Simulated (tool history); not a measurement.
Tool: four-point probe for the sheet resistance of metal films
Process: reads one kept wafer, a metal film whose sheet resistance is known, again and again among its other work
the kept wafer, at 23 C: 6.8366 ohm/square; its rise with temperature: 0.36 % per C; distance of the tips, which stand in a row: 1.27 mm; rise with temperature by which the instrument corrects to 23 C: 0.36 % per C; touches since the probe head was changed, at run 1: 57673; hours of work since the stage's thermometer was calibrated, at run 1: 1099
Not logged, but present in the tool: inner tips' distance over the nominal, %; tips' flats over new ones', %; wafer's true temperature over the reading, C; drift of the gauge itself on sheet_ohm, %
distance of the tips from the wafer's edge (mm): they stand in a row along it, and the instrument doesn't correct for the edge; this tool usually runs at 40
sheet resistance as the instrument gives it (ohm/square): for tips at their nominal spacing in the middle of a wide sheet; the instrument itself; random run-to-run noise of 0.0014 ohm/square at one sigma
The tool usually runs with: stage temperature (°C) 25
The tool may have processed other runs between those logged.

run	hour	stage temperature (°C)	distance of the tips from the wafer's edge (mm)	touches since the probe head was changed	hours of work since the stage's thermometer was calibrated	sheet resistance as the instrument gives it (ohm/square)
1	0.0	25	40	57673	1099	6.848497
2	16.3	25	40	58352	1108	6.846534
3	50.4	25	40	59769	1127	6.846682
4	83.4	25	40	61146	1146	6.848078
5	104.1	25	11	62007	1158	6.893285
6	134.4	25	11	63269	1175	6.894355
7	165.4	25	11	64559	1192	6.896561
8	198.8	25	41	65951	1211	6.847774
9	213.1	25	40	66543	1219	6.849103
10	234.3	25	3	67428	1231	7.445336
11	263.0	25	40	68622	1248	6.852591
12	282.1	25	40	69416	1258	6.852356
# hour 314.5: stage's thermometer calibrated
13	317.0	25	40	70849	1	6.852430
14	347.3	25	13	72112	19	6.883471
15	366.7	28	24	72920	30	6.857590
16	387.2	30	17	73772	41	6.868903
17	416.5	30	17	74993	58	6.870123
18	434.5	20	20	75740	68	6.864092
19	455.5	27	62	76613	80	6.849209
20	474.7	27	62	77417	91	6.851714
21	489.9	27	62	78048	99	6.852745
22	520.3	21	62	79315	117	6.849651
23	541.8	25	7	80207	129	6.969854
24	568.9	28	9	81336	144	6.923121

Run 25 comes next. What will it give?
25	598.9	28	9	82585	161	?

For run 25 the tool returned sheet resistance as the instrument gives it (ohm/square) 6.925649.
If the tool had no hidden condition, the same run with the same run-to-run variation would have returned sheet resistance as the instrument gives it (ohm/square) 6.910683.

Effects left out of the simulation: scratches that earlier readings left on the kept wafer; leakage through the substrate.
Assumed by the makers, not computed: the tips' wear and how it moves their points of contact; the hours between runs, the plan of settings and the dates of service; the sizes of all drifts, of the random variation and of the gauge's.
